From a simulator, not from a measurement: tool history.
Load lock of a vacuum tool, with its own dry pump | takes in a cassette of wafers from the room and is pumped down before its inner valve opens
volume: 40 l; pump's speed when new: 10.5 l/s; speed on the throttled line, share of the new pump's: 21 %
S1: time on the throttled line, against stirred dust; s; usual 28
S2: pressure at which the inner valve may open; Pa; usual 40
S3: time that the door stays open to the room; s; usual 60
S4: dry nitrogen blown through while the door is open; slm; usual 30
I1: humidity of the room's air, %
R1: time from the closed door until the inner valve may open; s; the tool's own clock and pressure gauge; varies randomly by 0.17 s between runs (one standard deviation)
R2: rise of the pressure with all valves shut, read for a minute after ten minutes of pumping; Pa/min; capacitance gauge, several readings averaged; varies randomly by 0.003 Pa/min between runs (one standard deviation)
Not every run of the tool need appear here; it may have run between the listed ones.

run     day  S1  S2   S3  S4    I1    R1     R2
  1   0.000  28  40   60  30  45.4  53.1  0.191
  2   9.538  28  40   60  30  41.1  53.4  0.190
  3  18.979  28  40   60  30  42.3  53.4  0.198
  4  25.321  28  40   84  30  48.6  53.5  0.200
  5  33.450  28  40   84   5  45.4  53.6  0.226
  6  37.675  28  40   60  30  44.6  53.5  0.203
  7  44.038  14  33   47  18  43.5  43.3  0.204
  8  48.050  14  31  227  18  47.8  43.5  0.234
  9  56.192  14  31  227  18  46.7  43.7  0.236
 10  60.962  28  40   60   9  45.3  53.4  0.229
 11  69.250  25  44   94   7  45.0  50.9  0.238

3 options for the next run, each taken on its own from the tool as it stands now. Forecast them:
     69.967  -- door's seal changed, seat wiped
  A  74.704  38  44  49  22  42.8   ?   ?
     69.967  -- door's seal changed, seat wiped
  B  74.704  51  57  60  13  43.5   ?   ?
     69.967  -- door's seal changed, seat wiped
  C  74.704  25  62  94  31  46.9   ?   ?

run    R1     R2
  A  61.4  0.009
  B  70.3  0.015
  C  49.5  0.008
What these runs would have given with no unlogged condition in the tool:
run    R1     R2
  A  60.0  0.010
  B  69.1  0.016
  C  48.0  0.009
